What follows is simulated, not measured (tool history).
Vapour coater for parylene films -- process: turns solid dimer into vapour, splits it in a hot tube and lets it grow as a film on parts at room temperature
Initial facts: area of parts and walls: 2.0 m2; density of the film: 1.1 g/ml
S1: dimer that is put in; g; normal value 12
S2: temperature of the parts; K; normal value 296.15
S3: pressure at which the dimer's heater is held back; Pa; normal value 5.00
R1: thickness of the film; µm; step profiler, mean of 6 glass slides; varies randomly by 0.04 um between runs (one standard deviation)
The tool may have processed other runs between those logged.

Run 1, hour 0.0: usual settings. Result: R1 4.28 µm.
Run 2, hour 62.2: usual settings but S1 9 g. Result: R1 3.24 µm.
Run 3, hour 122.0: usual settings but S1 9 g. Result: R1 3.27 µm.
Run 4, hour 175.2: usual settings but S1 9 g. Result: R1 3.17 µm.
Run 5, hour 245.5: usual settings. Result: R1 4.26 µm.
Run 6, hour 309.6: usual settings but S1 21 g. Result: R1 7.40 µm.
Run 7, hour 378.5: usual settings. Result: R1 4.28 µm.
Run 8, hour 444.3: usual settings but S2 299.15 K. Result: R1 3.76 µm.
Run 9, hour 498.6: usual settings but S2 292.15 K. Result: R1 4.92 µm.
Run 10, hour 534.1: usual settings but S2 290.15 K. Result: R1 5.34 µm.
Run 11, hour 591.4: usual settings but S2 290.15 K. Result: R1 5.38 µm.
Run 12, hour 649.9: usual settings. Result: R1 4.25 µm.
Run 13, hour 695.6: usual settings. Result: R1 4.19 µm.
Run 14, hour 734.9: usual settings. Result: R1 4.21 µm.
Run 15, hour 790.9: usual settings. Result: R1 4.25 µm.
Run 16, hour 858.4: usual settings. Result: R1 4.31 µm.
Run 17, hour 929.5: usual settings. Result: R1 4.21 µm.
Run 18, hour 964.5: usual settings but S3 9.97 Pa. Result: R1 3.59 µm.
Run 19, hour 1016.2: usual settings but S2 291.15 K, S3 9.97 Pa. Result: R1 4.34 µm.
Run 20, hour 1073.5: usual settings but S2 291.15 K, S3 9.97 Pa. Result: R1 4.46 µm.
Run 21, hour 1120.8: usual settings but S2 291.15 K, S3 7.87 Pa. Result: R1 4.64 µm.
Run 22, hour 1189.5: usual settings but S2 291.15 K, S3 7.87 Pa. Result: R1 4.66 µm.
Run 23, hour 1227.9: usual settings but S2 291.15 K, S3 7.87 Pa. Result: R1 4.66 µm.
Run 24, hour 1259.1: usual settings but S3 9.47 Pa. Result: R1 3.62 µm.
Run 25, hour 1312.7: usual settings but S1 16 g, S2 301.15 K, S3 2.57 Pa. Result: R1 5.43 µm.
Run 26, hour 1353.3: usual settings but S1 5 g, S2 298.15 K, S3 8.45 Pa. Result: R1 1.45 µm.
Run 27, hour 1412.5: usual settings but S1 6 g, S2 299.15 K, S3 11.62 Pa. Result: R1 1.56 µm.
Run 28, hour 1456.8: usual settings but S1 6 g, S2 299.15 K, S3 11.62 Pa. Result: R1 1.54 µm.
Run 29, hour 1524.0: usual settings but S1 6 g, S2 297.15 K, S3 11.62 Pa. Result: R1 1.67 µm.
Run 30, hour 1574.0: usual settings but S1 6 g, S2 297.15 K, S3 11.62 Pa. Result: R1 1.66 µm.
Run 31, hour 1621.8: usual settings but S1 6 g, S2 297.15 K, S3 11.62 Pa. Result: R1 1.66 µm.
Run 32, hour 1681.1: usual settings but S1 6 g, S3 4.75 Pa. Result: R1 2.17 µm.
Run 33, hour 1729.0: usual settings but S1 6 g, S3 4.75 Pa. Result: R1 2.11 µm.
Run 34, hour 1794.6: usual settings but S1 15 g, S2 304.15 K. Result: R1 3.96 µm.
Run 35, hour 1852.8: usual settings but S1 8 g, S2 301.15 K, S3 3.11 Pa. Result: R1 2.59 µm.
Run 36, hour 1910.8: usual settings but S1 8 g, S2 303.15 K, S3 3.11 Pa. Result: R1 2.41 µm.
Run 37, hour 1948.5: usual settings but S1 5 g, S2 288.15 K, S3 2.21 Pa. Result: R1 2.23 µm.
Run 38, hour 2005.0: usual settings but S1 8 g, S2 294.15 K, S3 4.80 Pa. Result: R1 3.07 µm.
Run 39, hour 2060.4: usual settings but S1 8 g, S2 293.15 K, S3 3.41 Pa. Result: R1 3.49 µm.
Run 40, hour 2124.3: usual settings but S1 8 g, S2 293.15 K, S3 3.41 Pa. Result: R1 3.39 µm.
Run 41, hour 2182.8: usual settings but S1 8 g, S2 293.15 K, S3 3.41 Pa. Result: R1 3.47 µm.
Run 42, hour 2219.5: usual settings but S1 8 g, S2 293.15 K, S3 3.41 Pa. Result: R1 3.45 µm.
Run 43, hour 2255.8: usual settings but S1 7 g, S2 291.15 K, S3 3.79 Pa. Result: R1 3.10 µm.
Run 44, hour 2313.0: usual settings but S1 7 g, S2 291.15 K, S3 3.79 Pa. Result: R1 3.09 µm.
Run 45, hour 2364.8: usual settings but S1 11 g, S2 288.15 K, S3 3.19 Pa. Result: R1 4.88 µm.
Run 46, hour 2408.6: usual settings but S2 303.15 K, S3 6.31 Pa. Result: R1 3.08 µm.
Run 47, hour 2456.0: usual settings but S1 5 g, S2 304.15 K. Result: R1 1.28 µm.
Run 48, hour 2507.9: usual settings but S1 5 g, S2 304.15 K. Result: R1 1.34 µm.

Withheld: 5 entries from between the runs. Position of each, and hidden state at the listed run before versus the listed run after:
Runs 13 to 14: table's thermometer calibrated (hour 711.3)
  true temperature of the parts over the reading, C: 0.09 -> 0
  what was measured, less what the result would be without the hidden state, R1: -0.04 -> -0.03 µm
Runs 14 to 15: trap's valve overhauled (hour 786.3)
  vapour lost through the trap's worn valve, %: 0.6 -> 0; true temperature of the parts over the reading, C: 0 -> 0.01
  what was measured, less what the result would be without the hidden state, R1: -0.03 -> -0.01 µm
Runs 30 to 31: trap's valve overhauled (hour 1614.5)
  vapour lost through the trap's worn valve, %: 0.6 -> 0; true temperature of the parts over the reading, C: 0.07 -> 0.08
  what was measured, less what the result would be without the hidden state, R1: -0.02 -> -0.01 µm
Runs 36 to 37: table's thermometer calibrated (hour 1948.5)
  true temperature of the parts over the reading, C: 0.1 -> 0.01
  what was measured, less what the result would be without the hidden state, R1: -0.02 -> +0.00 µm
Runs 46 to 47: trap's valve overhauled (hour 2443.9)
  vapour lost through the trap's worn valve, %: 0.6 -> 0.1; true temperature of the parts over the reading, C: 0.04 -> 0.05
  what was measured, less what the result would be without the hidden state, R1: -0.02 -> -0.01 µm

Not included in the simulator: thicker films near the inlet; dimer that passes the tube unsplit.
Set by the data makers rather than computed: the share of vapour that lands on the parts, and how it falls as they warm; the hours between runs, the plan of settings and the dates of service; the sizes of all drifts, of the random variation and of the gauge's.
